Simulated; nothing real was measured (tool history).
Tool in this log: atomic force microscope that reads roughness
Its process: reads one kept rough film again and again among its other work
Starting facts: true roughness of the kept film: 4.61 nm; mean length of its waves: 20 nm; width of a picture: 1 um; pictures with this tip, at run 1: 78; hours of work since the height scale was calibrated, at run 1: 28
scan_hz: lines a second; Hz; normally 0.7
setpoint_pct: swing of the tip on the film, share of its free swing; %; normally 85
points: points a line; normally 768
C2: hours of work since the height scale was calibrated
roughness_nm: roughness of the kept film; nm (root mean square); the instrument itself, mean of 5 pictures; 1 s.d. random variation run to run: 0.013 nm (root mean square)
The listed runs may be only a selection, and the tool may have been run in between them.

{"run": 1, "hour": 0.0, "scan_hz": 0.7, "setpoint_pct": 85, "points": 768, "pictures with this tip": 78, "C2": 28, "roughness_nm": 2.372}
{"run": 2, "hour": 5.3, "scan_hz": 0.7, "setpoint_pct": 85, "points": 768, "pictures with this tip": 89, "C2": 32, "roughness_nm": 2.304}
{"run": 3, "hour": 10.1, "scan_hz": 0.7, "setpoint_pct": 85, "points": 768, "pictures with this tip": 100, "C2": 36, "roughness_nm": 2.209}
{"run": 4, "hour": 19.3, "scan_hz": 0.7, "setpoint_pct": 85, "points": 768, "pictures with this tip": 120, "C2": 44, "roughness_nm": 2.096}
{"run": 5, "hour": 23.4, "scan_hz": 0.7, "setpoint_pct": 85, "points": 768, "pictures with this tip": 130, "C2": 47, "roughness_nm": 2.021}
{"run": 6, "hour": 30.9, "scan_hz": 0.7, "setpoint_pct": 85, "points": 768, "pictures with this tip": 146, "C2": 53, "roughness_nm": 1.941}
{"run": 7, "hour": 38.1, "scan_hz": 0.7, "setpoint_pct": 57, "points": 768, "pictures with this tip": 162, "C2": 59, "roughness_nm": 1.993}
{"hour": 42.6, "done": "new tip fitted"}
{"run": 8, "hour": 45.6, "scan_hz": 0.7, "setpoint_pct": 57, "points": 768, "pictures with this tip": 6, "C2": 64, "roughness_nm": 3.265}
{"run": 9, "hour": 52.4, "scan_hz": 0.7, "setpoint_pct": 58, "points": 768, "pictures with this tip": 22, "C2": 70, "roughness_nm": 3.038}
{"run": 10, "hour": 61.1, "scan_hz": 0.7, "setpoint_pct": 85, "points": 768, "pictures with this tip": 41, "C2": 77, "roughness_nm": 2.599}
{"run": 11, "hour": 70.0, "scan_hz": 0.7, "setpoint_pct": 85, "points": 768, "pictures with this tip": 60, "C2": 84, "roughness_nm": 2.439}
{"run": 12, "hour": 77.5, "scan_hz": 0.7, "setpoint_pct": 85, "points": 768, "pictures with this tip": 77, "C2": 90, "roughness_nm": 2.278}
{"run": 13, "hour": 84.2, "scan_hz": 0.7, "setpoint_pct": 85, "points": 768, "pictures with this tip": 92, "C2": 95, "roughness_nm": 2.167}
{"run": 14, "hour": 88.0, "scan_hz": 0.7, "setpoint_pct": 85, "points": 768, "pictures with this tip": 100, "C2": 98, "roughness_nm": 2.131}
{"run": 15, "hour": 93.0, "scan_hz": 0.7, "setpoint_pct": 85, "points": 768, "pictures with this tip": 111, "C2": 102, "roughness_nm": 2.062}
{"run": 16, "hour": 98.7, "scan_hz": 0.7, "setpoint_pct": 85, "points": 768, "pictures with this tip": 124, "C2": 107, "roughness_nm": 1.964}
{"run": 17, "hour": 107.2, "scan_hz": 0.7, "setpoint_pct": 85, "points": 768, "pictures with this tip": 143, "C2": 113, "roughness_nm": 1.879}
{"run": 18, "hour": 114.1, "scan_hz": 0.7, "setpoint_pct": 84, "points": 768, "pictures with this tip": 158, "C2": 119, "roughness_nm": 1.805}
{"hour": 120.5, "done": "new tip fitted"}
{"run": 19, "hour": 120.5, "scan_hz": 0.7, "setpoint_pct": 85, "points": 768, "pictures with this tip": 0, "C2": 124, "roughness_nm": 3.099}
{"run": 20, "hour": 124.8, "scan_hz": 0.7, "setpoint_pct": 85, "points": 768, "pictures with this tip": 9, "C2": 127, "roughness_nm": 2.99}
{"run": 21, "hour": 129.0, "scan_hz": 0.7, "setpoint_pct": 85, "points": 768, "pictures with this tip": 19, "C2": 130, "roughness_nm": 2.852}
{"run": 22, "hour": 133.4, "scan_hz": 0.7, "setpoint_pct": 85, "points": 768, "pictures with this tip": 28, "C2": 134, "roughness_nm": 2.737}

Run 23 comes next. What will it give?
{"run": 23, "hour": 141.4, "scan_hz": 0.7, "setpoint_pct": 85, "points": 768, "pictures with this tip": 46, "C2": 140, "roughness_nm": "?"}

{"run 23": {"roughness_nm": 2.55}}
The same run, on a tool lacking any hidden state, would have yielded roughness_nm 3.154 nm (root mean square).
